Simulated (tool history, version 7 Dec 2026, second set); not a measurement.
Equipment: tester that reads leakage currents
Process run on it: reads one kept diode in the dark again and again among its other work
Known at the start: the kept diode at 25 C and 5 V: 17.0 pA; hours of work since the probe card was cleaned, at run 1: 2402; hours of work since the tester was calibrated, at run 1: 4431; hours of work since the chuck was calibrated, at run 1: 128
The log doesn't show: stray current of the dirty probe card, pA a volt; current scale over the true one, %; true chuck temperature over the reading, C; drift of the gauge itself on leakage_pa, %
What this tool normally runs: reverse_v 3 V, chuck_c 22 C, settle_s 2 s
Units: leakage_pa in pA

run    hour  reverse_v  chuck_c  settle_s  hours of work since the probe card was cleaned  hours of work since the tester was calibrated  hours of work since the chuck was calibrated  leakage_pa
  1       0          3       22         2                                            2402                                           4431                                           128       16.01
  2     136          3       22         2                                            2487                                           4516                                           213       16.07
  3     303          3       22         2                                            2592                                           4621                                           318        16.2
  4   482.9          3       22         2                                            2705                                           4734                                           431       16.35
  5     680          3       33         2                                            2828                                           4857                                           554       30.19
      701.5  -- tester calibrated
  6   819.7          3       38         2                                            2914                                             74                                           641       41.37
  7   953.3          3       38         2                                            2998                                            158                                           724       41.28
  8  1104.7          3       22         2                                            3093                                            253                                           819       17.28
  9  1264.3          3       22      2.41                                            3193                                            353                                           920       17.33
 10  1438.9          3       22      2.41                                            3303                                            463                                          1029       17.64
     1550.6  -- probe card cleaned and baked
 11  1639.3          3       22      2.41                                              56                                            586                                          1153        10.3
 12  1798.2          3       22      2.41                                             155                                            686                                          1253       10.37
 13  1995.6          3       22      2.41                                             279                                            810                                          1376        10.7
 14  2136.9          3       22      2.41                                             368                                            898                                          1465       10.75
 15  2322.1          3       22         2                                             484                                           1015                                          1581       11.12
 16  2519.9          3       22         2                                             608                                           1139                                          1705       11.28
 17  2634.2          3       22         2                                             680                                           1210                                          1777        11.5
 18  2745.3          3       22         2                                             749                                           1280                                          1847       11.57
 19  2858.7          3       45         2                                             821                                           1351                                          1918       56.56
 20  3003.9          3       45         2                                             912                                           1442                                          2009       57.18
 21    3171          3       45         2                                            1016                                           1547                                          2114          57
     3353.6  -- chuck's temperature calibrated
 22  3370.8      17.04       43      0.34                                            1141                                           1671                                            11       160.3
 23  3490.7      17.04       43      0.34                                            1216                                           1746                                            86      161.88
 24    3622       2.33       24      4.57                                            1298                                           1829                                           168       12.89
 25  3726.3       2.33       24      3.51                                            1363                                           1894                                           234       12.95
 26  3846.8       6.73       24      3.51                                            1439                                           1970                                           309       26.13

The next listed run, before its measurement:
 27  4002.3          3       57      4.34                                            1537                                           2067                                           407           ?

leakage_pa: 133.38 pA
Were there no unlogged condition in the tool, this run, its random variation unchanged, would have produced leakage_pa 131.23 pA.
